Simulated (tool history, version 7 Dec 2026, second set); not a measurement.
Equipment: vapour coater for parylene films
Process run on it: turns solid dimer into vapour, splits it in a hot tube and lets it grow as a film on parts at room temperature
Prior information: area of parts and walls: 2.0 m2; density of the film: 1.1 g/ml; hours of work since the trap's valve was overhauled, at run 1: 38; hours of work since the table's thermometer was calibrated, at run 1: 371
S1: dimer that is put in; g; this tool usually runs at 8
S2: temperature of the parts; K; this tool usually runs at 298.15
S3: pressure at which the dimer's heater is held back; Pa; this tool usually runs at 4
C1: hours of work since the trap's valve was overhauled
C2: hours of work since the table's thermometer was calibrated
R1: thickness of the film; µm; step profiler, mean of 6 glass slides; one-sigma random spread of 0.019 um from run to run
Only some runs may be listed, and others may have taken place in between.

{"run": 1, "day": 0.0, "S1": 8, "S2": 298.15, "S3": 4, "C1": 38, "C2": 371, "R1": 2.07}
{"run": 2, "day": 1.521, "S1": 8, "S2": 296.15, "S3": 4, "C1": 59, "C2": 392, "R1": 2.3}
{"run": 3, "day": 2.75, "S1": 8, "S2": 298.15, "S3": 9.25, "C1": 76, "C2": 409, "R1": 1.86}
{"run": 4, "day": 4.121, "S1": 8, "S2": 298.15, "S3": 9.25, "C1": 94, "C2": 428, "R1": 1.85}
{"run": 5, "day": 5.846, "S1": 8, "S2": 298.15, "S3": 4, "C1": 118, "C2": 452, "R1": 2.07}
{"run": 6, "day": 6.892, "S1": 8, "S2": 294.15, "S3": 4, "C1": 133, "C2": 466, "R1": 2.46}
{"run": 7, "day": 8.804, "S1": 8, "S2": 294.15, "S3": 4, "C1": 159, "C2": 492, "R1": 2.43}
{"run": 8, "day": 10.758, "S1": 8, "S2": 298.15, "S3": 4, "C1": 186, "C2": 519, "R1": 2.03}
{"run": 9, "day": 12.596, "S1": 8, "S2": 298.15, "S3": 4, "C1": 211, "C2": 545, "R1": 2.05}
{"run": 10, "day": 13.629, "S1": 8, "S2": 298.15, "S3": 4, "C1": 225, "C2": 559, "R1": 2.02}
{"run": 11, "day": 14.983, "S1": 8, "S2": 300.15, "S3": 4, "C1": 244, "C2": 577, "R1": 1.9}
{"run": 12, "day": 17.146, "S1": 8, "S2": 300.15, "S3": 4, "C1": 274, "C2": 607, "R1": 1.86}
{"run": 13, "day": 18.379, "S1": 8, "S2": 300.15, "S3": 4, "C1": 291, "C2": 624, "R1": 1.84}
{"run": 14, "day": 19.554, "S1": 6, "S2": 300.15, "S3": 4, "C1": 307, "C2": 640, "R1": 1.41}
{"run": 15, "day": 20.867, "S1": 6, "S2": 300.15, "S3": 4, "C1": 325, "C2": 658, "R1": 1.39}
{"run": 16, "day": 22.558, "S1": 6, "S2": 300.15, "S3": 4, "C1": 348, "C2": 682, "R1": 1.37}
{"run": 17, "day": 24.217, "S1": 6, "S2": 300.15, "S3": 4, "C1": 371, "C2": 705, "R1": 1.38}
{"run": 18, "day": 25.371, "S1": 8, "S2": 298.15, "S3": 4, "C1": 387, "C2": 721, "R1": 1.99}
{"run": 19, "day": 26.354, "S1": 8, "S2": 298.15, "S3": 4, "C1": 401, "C2": 734, "R1": 1.99}
{"run": 20, "day": 28.292, "S1": 8, "S2": 292.15, "S3": 4, "C1": 427, "C2": 761, "R1": 2.64}
{"run": 21, "day": 29.896, "S1": 8, "S2": 292.15, "S3": 4, "C1": 449, "C2": 783, "R1": 2.58}
{"run": 22, "day": 31.475, "S1": 8, "S2": 298.15, "S3": 4, "C1": 471, "C2": 805, "R1": 1.98}
{"run": 23, "day": 33.521, "S1": 8, "S2": 298.15, "S3": 4, "C1": 499, "C2": 833, "R1": 1.97}
{"run": 24, "day": 34.454, "S1": 8, "S2": 298.15, "S3": 7.93, "C1": 512, "C2": 846, "R1": 1.78}
{"run": 25, "day": 35.733, "S1": 8, "S2": 298.15, "S3": 7.93, "C1": 530, "C2": 863, "R1": 1.8}
{"run": 26, "day": 37.733, "S1": 8, "S2": 298.15, "S3": 7.93, "C1": 557, "C2": 891, "R1": 1.81}
{"run": 27, "day": 39.046, "S1": 8, "S2": 298.15, "S3": 7.93, "C1": 575, "C2": 909, "R1": 1.81}
{"run": 28, "day": 40.112, "S1": 3, "S2": 297.15, "S3": 7.18, "C1": 590, "C2": 924, "R1": 0.71}
{"run": 29, "day": 42.0, "S1": 8, "S2": 294.15, "S3": 11.13, "C1": 616, "C2": 950, "R1": 2.05}
{"run": 30, "day": 43.621, "S1": 10, "S2": 298.15, "S3": 2.44, "C1": 638, "C2": 972, "R1": 2.55}
{"run": 31, "day": 45.242, "S1": 10, "S2": 298.15, "S3": 2.44, "C1": 661, "C2": 994, "R1": 2.55}
{"run": 32, "day": 46.229, "S1": 3, "S2": 300.15, "S3": 4, "C1": 674, "C2": 1008, "R1": 0.63}
{"day": 47.288, "done": "trap's valve overhauled"}
{"run": 33, "day": 48.383, "S1": 9, "S2": 293.15, "S3": 3.14, "C1": 15, "C2": 1035, "R1": 3.13}
{"run": 34, "day": 50.162, "S1": 9, "S2": 293.15, "S3": 3.14, "C1": 40, "C2": 1060, "R1": 3.14}
{"run": 35, "day": 51.488, "S1": 9, "S2": 293.15, "S3": 3.14, "C1": 58, "C2": 1078, "R1": 3.16}
{"day": 53.492, "done": "table's thermometer calibrated"}
{"run": 36, "day": 53.492, "S1": 6, "S2": 294.15, "S3": 2.12, "C1": 85, "C2": 0, "R1": 1.96}
{"run": 37, "day": 54.475, "S1": 8, "S2": 296.15, "S3": 8.52, "C1": 98, "C2": 14, "R1": 2.02}
{"run": 38, "day": 55.688, "S1": 10, "S2": 294.15, "S3": 2.18, "C1": 115, "C2": 30, "R1": 3.23}
{"run": 39, "day": 57.025, "S1": 10, "S2": 294.15, "S3": 2.18, "C1": 134, "C2": 49, "R1": 3.27}
{"run": 40, "day": 57.954, "S1": 10, "S2": 294.15, "S3": 2.18, "C1": 146, "C2": 61, "R1": 3.22}
{"run": 41, "day": 58.979, "S1": 10, "S2": 294.15, "S3": 2.18, "C1": 160, "C2": 76, "R1": 3.21}
{"run": 42, "day": 60.688, "S1": 10, "S2": 294.15, "S3": 2.18, "C1": 184, "C2": 99, "R1": 3.21}
{"run": 43, "day": 61.692, "S1": 3, "S2": 309.15, "S3": 5.88, "C1": 198, "C2": 113, "R1": 0.44}
{"run": 44, "day": 63.729, "S1": 3, "S2": 309.15, "S3": 5.88, "C1": 226, "C2": 141, "R1": 0.44}
{"run": 45, "day": 65.425, "S1": 13, "S2": 298.15, "S3": 4, "C1": 249, "C2": 164, "R1": 3.28}
{"run": 46, "day": 67.146, "S1": 11, "S2": 298.15, "S3": 2.57, "C1": 273, "C2": 188, "R1": 2.91}

Forecast each of these 5 alternatives for the next run:
{"run": "A", "day": 68.908, "S1": 6, "S2": 305.15, "S3": 2.35, "C1": 297, "C2": 212, "R1": "?"}
{"run": "B", "day": 68.908, "S1": 4, "S2": 294.15, "S3": 2.31, "C1": 297, "C2": 212, "R1": "?"}
{"run": "C", "day": 68.908, "S1": 5, "S2": 298.15, "S3": 4, "C1": 297, "C2": 212, "R1": "?"}
{"run": "D", "day": 68.908, "S1": 13, "S2": 291.15, "S3": 5.08, "C1": 297, "C2": 212, "R1": "?"}
{"run": "E", "day": 68.908, "S1": 3, "S2": 295.15, "S3": 8.25, "C1": 297, "C2": 212, "R1": "?"}

run=A R1=1.16
run=B R1=1.25
run=C R1=1.23
run=D R1=4.28
run=E R1=0.81
Stripped of hidden state, with their random variation kept, the same runs would have yielded:
run=A R1=1.21
run=B R1=1.31
run=C R1=1.28
run=D R1=4.48
run=E R1=0.84
